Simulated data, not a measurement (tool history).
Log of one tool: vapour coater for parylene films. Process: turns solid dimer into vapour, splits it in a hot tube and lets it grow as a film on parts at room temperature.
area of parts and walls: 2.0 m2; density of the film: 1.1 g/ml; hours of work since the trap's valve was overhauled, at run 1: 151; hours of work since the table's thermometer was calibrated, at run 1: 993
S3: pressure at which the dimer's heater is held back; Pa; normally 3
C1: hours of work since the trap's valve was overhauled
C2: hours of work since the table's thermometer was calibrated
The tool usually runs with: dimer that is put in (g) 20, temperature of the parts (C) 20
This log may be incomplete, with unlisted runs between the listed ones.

{"run": 1, "hour": 0.0, "dimer that is put in (g)": 20, "temperature of the parts (C)": 20, "S3": 3, "C1": 151, "C2": 993, "thickness of the film (µm)": 6.26}
{"run": 2, "hour": 27.3, "dimer that is put in (g)": 20, "temperature of the parts (C)": 20, "S3": 3, "C1": 171, "C2": 1013, "thickness of the film (µm)": 6.26}
{"run": 3, "hour": 75.5, "dimer that is put in (g)": 10, "temperature of the parts (C)": 20, "S3": 3, "C1": 206, "C2": 1049, "thickness of the film (µm)": 3.11}
{"run": 4, "hour": 121.7, "dimer that is put in (g)": 10, "temperature of the parts (C)": 20, "S3": 3, "C1": 240, "C2": 1083, "thickness of the film (µm)": 3.09}
{"run": 5, "hour": 147.1, "dimer that is put in (g)": 20, "temperature of the parts (C)": 21, "S3": 3, "C1": 259, "C2": 1101, "thickness of the film (µm)": 5.93}
{"run": 6, "hour": 178.3, "dimer that is put in (g)": 20, "temperature of the parts (C)": 20, "S3": 3, "C1": 282, "C2": 1124, "thickness of the film (µm)": 5.92}
{"run": 7, "hour": 227.6, "dimer that is put in (g)": 20, "temperature of the parts (C)": 20, "S3": 3, "C1": 318, "C2": 1161, "thickness of the film (µm)": 5.88}
{"hour": 235.7, "done": "trap's valve overhauled"}
{"run": 8, "hour": 274.2, "dimer that is put in (g)": 20, "temperature of the parts (C)": 20, "S3": 3, "C1": 28, "C2": 1192, "thickness of the film (µm)": 6.52}
{"run": 9, "hour": 296.6, "dimer that is put in (g)": 20, "temperature of the parts (C)": 20, "S3": 2.29, "C1": 45, "C2": 1208, "thickness of the film (µm)": 6.92}
{"run": 10, "hour": 331.7, "dimer that is put in (g)": 20, "temperature of the parts (C)": 20, "S3": 2.29, "C1": 71, "C2": 1234, "thickness of the film (µm)": 6.88}
{"run": 11, "hour": 363.2, "dimer that is put in (g)": 20, "temperature of the parts (C)": 20, "S3": 2.29, "C1": 94, "C2": 1257, "thickness of the film (µm)": 6.84}
{"run": 12, "hour": 384.7, "dimer that is put in (g)": 17, "temperature of the parts (C)": 20, "S3": 3, "C1": 110, "C2": 1273, "thickness of the film (µm)": 5.38}
{"run": 13, "hour": 429.0, "dimer that is put in (g)": 20, "temperature of the parts (C)": 20, "S3": 3, "C1": 142, "C2": 1306, "thickness of the film (µm)": 6.3}
{"run": 14, "hour": 472.0, "dimer that is put in (g)": 20, "temperature of the parts (C)": 20, "S3": 3, "C1": 174, "C2": 1337, "thickness of the film (µm)": 6.22}
{"run": 15, "hour": 506.3, "dimer that is put in (g)": 15, "temperature of the parts (C)": 20, "S3": 3, "C1": 199, "C2": 1362, "thickness of the film (µm)": 4.65}
{"run": 16, "hour": 542.1, "dimer that is put in (g)": 15, "temperature of the parts (C)": 20, "S3": 3, "C1": 225, "C2": 1389, "thickness of the film (µm)": 4.6}
{"run": 17, "hour": 563.0, "dimer that is put in (g)": 20, "temperature of the parts (C)": 20, "S3": 6.19, "C1": 241, "C2": 1404, "thickness of the film (µm)": 5.27}
{"run": 18, "hour": 588.5, "dimer that is put in (g)": 17, "temperature of the parts (C)": 20, "S3": 4.42, "C1": 259, "C2": 1423, "thickness of the film (µm)": 4.7}
{"run": 19, "hour": 632.8, "dimer that is put in (g)": 17, "temperature of the parts (C)": 20, "S3": 4.42, "C1": 292, "C2": 1455, "thickness of the film (µm)": 4.66}
{"run": 20, "hour": 657.0, "dimer that is put in (g)": 13, "temperature of the parts (C)": 16, "S3": 3.83, "C1": 310, "C2": 1473, "thickness of the film (µm)": 3.89}
{"hour": 679.5, "done": "trap's valve overhauled"}
{"run": 21, "hour": 709.2, "dimer that is put in (g)": 20, "temperature of the parts (C)": 16, "S3": 3.82, "C1": 22, "C2": 1509, "thickness of the film (µm)": 6.63}
{"run": 22, "hour": 730.9, "dimer that is put in (g)": 14, "temperature of the parts (C)": 20, "S3": 3, "C1": 38, "C2": 1525, "thickness of the film (µm)": 4.61}
{"hour": 765.2, "done": "table's thermometer calibrated"}
{"run": 23, "hour": 776.6, "dimer that is put in (g)": 16, "temperature of the parts (C)": 31, "S3": 4.93, "C1": 71, "C2": 8, "thickness of the film (µm)": 3.76}
{"run": 24, "hour": 811.6, "dimer that is put in (g)": 16, "temperature of the parts (C)": 31, "S3": 4.93, "C1": 96, "C2": 34, "thickness of the film (µm)": 3.72}
{"run": 25, "hour": 855.4, "dimer that is put in (g)": 16, "temperature of the parts (C)": 31, "S3": 4.93, "C1": 129, "C2": 66, "thickness of the film (µm)": 3.74}
{"run": 26, "hour": 898.0, "dimer that is put in (g)": 12, "temperature of the parts (C)": 14, "S3": 4.93, "C1": 160, "C2": 98, "thickness of the film (µm)": 3.76}
{"run": 27, "hour": 945.8, "dimer that is put in (g)": 12, "temperature of the parts (C)": 14, "S3": 4.93, "C1": 195, "C2": 133, "thickness of the film (µm)": 3.64}
{"run": 28, "hour": 996.2, "dimer that is put in (g)": 25, "temperature of the parts (C)": 20, "S3": 3.89, "C1": 232, "C2": 170, "thickness of the film (µm)": 7.13}
{"run": 29, "hour": 1037.3, "dimer that is put in (g)": 24, "temperature of the parts (C)": 14, "S3": 5.5, "C1": 262, "C2": 200, "thickness of the film (µm)": 7.02}
{"run": 30, "hour": 1076.0, "dimer that is put in (g)": 24, "temperature of the parts (C)": 14, "S3": 5.5, "C1": 291, "C2": 228, "thickness of the film (µm)": 6.99}
{"run": 31, "hour": 1102.8, "dimer that is put in (g)": 24, "temperature of the parts (C)": 18, "S3": 5.5, "C1": 310, "C2": 248, "thickness of the film (µm)": 6.56}
{"hour": 1123.6, "done": "trap's valve overhauled"}
{"run": 32, "hour": 1139.6, "dimer that is put in (g)": 23, "temperature of the parts (C)": 12, "S3": 4.48, "C1": 12, "C2": 272, "thickness of the film (µm)": 7.94}

Below, some changes in thickness of the film (µm) between adjacent runs. For each, the amount present without the hidden state too (settings, incoming material, random variation) and the amount remaining for the hidden state with gauge scatter not shared by both compared results:
Hidden state at play: vapour lost through the trap's worn valve, %; true temperature of the parts over the reading, C; drift of the gauge itself on film_um, %.
Run 2 -> 3: dimer that is put in (g) 20 -> 10. thickness of the film (µm) -3.15: hidden state +0.15, all else -3.3.
Run 4 -> 5: dimer that is put in (g) 10 -> 20, temperature of the parts (C) 20 -> 21. thickness of the film (µm) +2.84: hidden state -0.29, all else +3.13.
Run 7 -> 8: trap's valve overhauled. thickness of the film (µm) +0.64: hidden state +0.64, all else +0.
Run 20 -> 21: dimer that is put in (g) 13 -> 20, S3 3.83 -> 3.82, trap's valve overhauled. thickness of the film (µm) +2.74: hidden state +0.45, all else +2.29.
Run 27 -> 28: dimer that is put in (g) 12 -> 25, temperature of the parts (C) 14 -> 20, S3 4.93 -> 3.89. thickness of the film (µm) +3.49: hidden state -0.35, all else +3.84.
Run 31 -> 32: dimer that is put in (g) 24 -> 23, temperature of the parts (C) 18 -> 12, S3 5.5 -> 4.48, trap's valve overhauled. thickness of the film (µm) +1.38: hidden state +0.71, all else +0.67.
